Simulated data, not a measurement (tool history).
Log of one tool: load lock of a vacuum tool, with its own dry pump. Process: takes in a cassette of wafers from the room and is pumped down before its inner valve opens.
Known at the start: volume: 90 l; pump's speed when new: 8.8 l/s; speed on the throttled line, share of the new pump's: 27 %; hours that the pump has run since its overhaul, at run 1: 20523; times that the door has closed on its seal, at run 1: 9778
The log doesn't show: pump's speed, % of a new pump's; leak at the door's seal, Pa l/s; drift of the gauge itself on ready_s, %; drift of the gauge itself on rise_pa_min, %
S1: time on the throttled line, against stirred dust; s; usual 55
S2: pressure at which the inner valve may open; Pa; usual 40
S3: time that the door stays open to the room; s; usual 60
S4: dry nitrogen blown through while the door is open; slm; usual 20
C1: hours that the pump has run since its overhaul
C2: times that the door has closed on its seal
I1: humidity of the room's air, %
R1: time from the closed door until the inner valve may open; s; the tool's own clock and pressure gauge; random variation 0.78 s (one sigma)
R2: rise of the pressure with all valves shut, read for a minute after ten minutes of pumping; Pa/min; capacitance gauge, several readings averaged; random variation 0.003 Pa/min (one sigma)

{"run": 1, "day": 0.0, "S1": 55, "S2": 40, "S3": 60, "S4": 20, "C1": 20523, "C2": 9778, "I1": 43.5, "R1": 142.4, "R2": 0.065}
{"run": 2, "day": 8.825, "S1": 55, "S2": 40, "S3": 60, "S4": 20, "C1": 20735, "C2": 10008, "I1": 47.7, "R1": 141.2, "R2": 0.07}
{"run": 3, "day": 14.829, "S1": 55, "S2": 40, "S3": 60, "S4": 20, "C1": 20879, "C2": 10164, "I1": 41.8, "R1": 145.2, "R2": 0.066}
{"run": 4, "day": 20.75, "S1": 55, "S2": 40, "S3": 60, "S4": 20, "C1": 21021, "C2": 10318, "I1": 43.8, "R1": 141.8, "R2": 0.072}
{"run": 5, "day": 27.933, "S1": 55, "S2": 40, "S3": 60, "S4": 20, "C1": 21194, "C2": 10505, "I1": 45.5, "R1": 143.5, "R2": 0.067}
{"run": 6, "day": 36.4, "S1": 55, "S2": 40, "S3": 29, "S4": 20, "C1": 21397, "C2": 10726, "I1": 42.8, "R1": 142.6, "R2": 0.067}
{"run": 7, "day": 49.346, "S1": 55, "S2": 40, "S3": 29, "S4": 20, "C1": 21708, "C2": 11063, "I1": 48.3, "R1": 145.7, "R2": 0.075}
{"run": 8, "day": 55.833, "S1": 55, "S2": 40, "S3": 60, "S4": 20, "C1": 21863, "C2": 11232, "I1": 44.7, "R1": 145.9, "R2": 0.08}
{"run": 9, "day": 62.475, "S1": 29, "S2": 40, "S3": 60, "S4": 20, "C1": 22023, "C2": 11405, "I1": 42.9, "R1": 129.7, "R2": 0.081}
{"day": 64.55, "done": "dry pump taken out, an overhauled one fitted"}
{"run": 10, "day": 68.854, "S1": 29, "S2": 40, "S3": 60, "S4": 20, "C1": 103, "C2": 11565, "I1": 40.9, "R1": 101.4, "R2": 0.081}
{"run": 11, "day": 81.733, "S1": 29, "S2": 40, "S3": 60, "S4": 20, "C1": 412, "C2": 11901, "I1": 46.9, "R1": 101.8, "R2": 0.087}
{"run": 12, "day": 87.454, "S1": 29, "S2": 40, "S3": 60, "S4": 20, "C1": 550, "C2": 12050, "I1": 47.2, "R1": 102.3, "R2": 0.082}
{"run": 13, "day": 93.246, "S1": 29, "S2": 40, "S3": 60, "S4": 20, "C1": 689, "C2": 12201, "I1": 43.2, "R1": 101.6, "R2": 0.082}
{"run": 14, "day": 106.108, "S1": 55, "S2": 39, "S3": 38, "S4": 20, "C1": 997, "C2": 12536, "I1": 43, "R1": 122, "R2": 0.082}
{"run": 15, "day": 115.067, "S1": 33, "S2": 39, "S3": 33, "S4": 20, "C1": 1212, "C2": 12769, "I1": 45.2, "R1": 105.5, "R2": 0.088}
{"run": 16, "day": 127.325, "S1": 55, "S2": 49, "S3": 60, "S4": 7, "C1": 1507, "C2": 13089, "I1": 49, "R1": 118.6, "R2": 0.101}
{"run": 17, "day": 136.633, "S1": 55, "S2": 40, "S3": 45, "S4": 17, "C1": 1730, "C2": 13331, "I1": 44.2, "R1": 119.9, "R2": 0.093}
{"run": 18, "day": 147.15, "S1": 55, "S2": 40, "S3": 45, "S4": 17, "C1": 1982, "C2": 13605, "I1": 47.7, "R1": 122.3, "R2": 0.095}
{"run": 19, "day": 152.958, "S1": 96, "S2": 40, "S3": 57, "S4": 20, "C1": 2122, "C2": 13756, "I1": 44.7, "R1": 150.4, "R2": 0.097}
{"run": 20, "day": 162.829, "S1": 96, "S2": 40, "S3": 57, "S4": 22, "C1": 2359, "C2": 14014, "I1": 43.6, "R1": 152, "R2": 0.102}
{"run": 21, "day": 170.954, "S1": 54, "S2": 33, "S3": 60, "S4": 20, "C1": 2554, "C2": 14225, "I1": 42, "R1": 123.5, "R2": 0.102}
{"run": 22, "day": 182.058, "S1": 54, "S2": 33, "S3": 60, "S4": 20, "C1": 2820, "C2": 14515, "I1": 42.8, "R1": 123, "R2": 0.102}
{"run": 23, "day": 194.292, "S1": 63, "S2": 33, "S3": 60, "S4": 34, "C1": 3114, "C2": 14833, "I1": 44.7, "R1": 130.6, "R2": 0.104}
{"run": 24, "day": 202.479, "S1": 76, "S2": 66, "S3": 60, "S4": 20, "C1": 3310, "C2": 15047, "I1": 45.2, "R1": 132.2, "R2": 0.111}
{"run": 25, "day": 209.504, "S1": 76, "S2": 66, "S3": 60, "S4": 20, "C1": 3479, "C2": 15230, "I1": 44.9, "R1": 132.2, "R2": 0.115}
{"run": 26, "day": 223.025, "S1": 55, "S2": 75, "S3": 34, "S4": 20, "C1": 3803, "C2": 15582, "I1": 44.5, "R1": 116.1, "R2": 0.109}

How the hidden state differs across the entries between the runs, from the last listed run before each to the first after it:
Between runs 9 and 10: dry pump taken out, an overhauled one fitted (day 64.55)
  pump's speed, % of a new pump's: 72.4 -> 99.9; leak at the door's seal, Pa l/s: 0.097 -> 0.0989
  measured less the result without the state, R1: +27.9 -> +0.1 s; R2: +0.063 -> +0.064 Pa/min
